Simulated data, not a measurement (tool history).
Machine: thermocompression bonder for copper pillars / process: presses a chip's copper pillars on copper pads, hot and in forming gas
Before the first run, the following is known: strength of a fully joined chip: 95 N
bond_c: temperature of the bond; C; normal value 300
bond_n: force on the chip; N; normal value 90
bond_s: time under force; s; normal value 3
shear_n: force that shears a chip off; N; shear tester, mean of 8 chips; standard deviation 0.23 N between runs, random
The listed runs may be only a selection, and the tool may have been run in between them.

run,hour,bond_c,bond_n,bond_s,shear_n
1,0,300,90,3,33.5
2,28.2,300,90,3,33.7
# hour 51.6: forming gas filter changed
3,68.6,300,90,3,36.7
4,96.5,300,90,3,36.1
5,114.5,323,90,3,44
6,141.3,300,101,3,39.6
7,175,300,101,3,39.9
8,193.2,300,90,7,49.1
# hour 220.1: heater calibrated with a thermocouple chip
9,231.8,300,90,3,33.4
10,267.5,300,90,3,33.7
11,292.4,300,90,3,33.3
12,325.5,300,90,3,33.2
13,343.6,300,90,3,32.9
14,366.9,300,90,3,32.9
15,384,300,90,3,33.3
16,419.3,300,90,3,32.7
17,437.7,300,90,3,32.9
18,466,300,90,3,32.7
19,483.1,300,90,3,32.8
20,504.8,300,90,3,33.1
21,532.8,270,90,6,32
# hour 543.2: forming gas filter changed
22,566.8,300,90,7,48.4
23,598.9,300,90,6,46.1
24,619.5,300,104,5,47.4
25,653,300,111,6,52.2
26,692.1,300,111,6,51.9
27,720,300,111,6,52.1
28,744.6,300,135,2,40.3
29,761.4,328,135,9,73.8
30,798.1,290,134,4,46.8
31,828.8,303,134,5,55.7
32,847.7,270,128,5,41.4
33,885.1,270,128,5,41.5
34,924.7,270,128,5,40.9
35,947.9,298,118,4,45.2
36,976.8,298,118,4,44.7
37,997.8,298,118,4,44.7
38,1031.3,329,90,2,35.8
# hour 1034.2: forming gas filter changed
39,1060.1,300,102,4,44.9
40,1094.1,309,90,8,55.4

What if the next run were any one of these 4? Each begins from the tool's condition after run 40:
A,1128.7,299,90,3,?
B,1128.7,300,128,6,?
C,1128.7,309,78,2,?
D,1128.7,300,90,4,?

run,shear_n
A,35.7
B,58.6
C,29.8
D,40.1
What these runs would have given with no unlogged condition in the tool:
run,shear_n
A,33.7
B,56.4
C,28.1
D,38.1
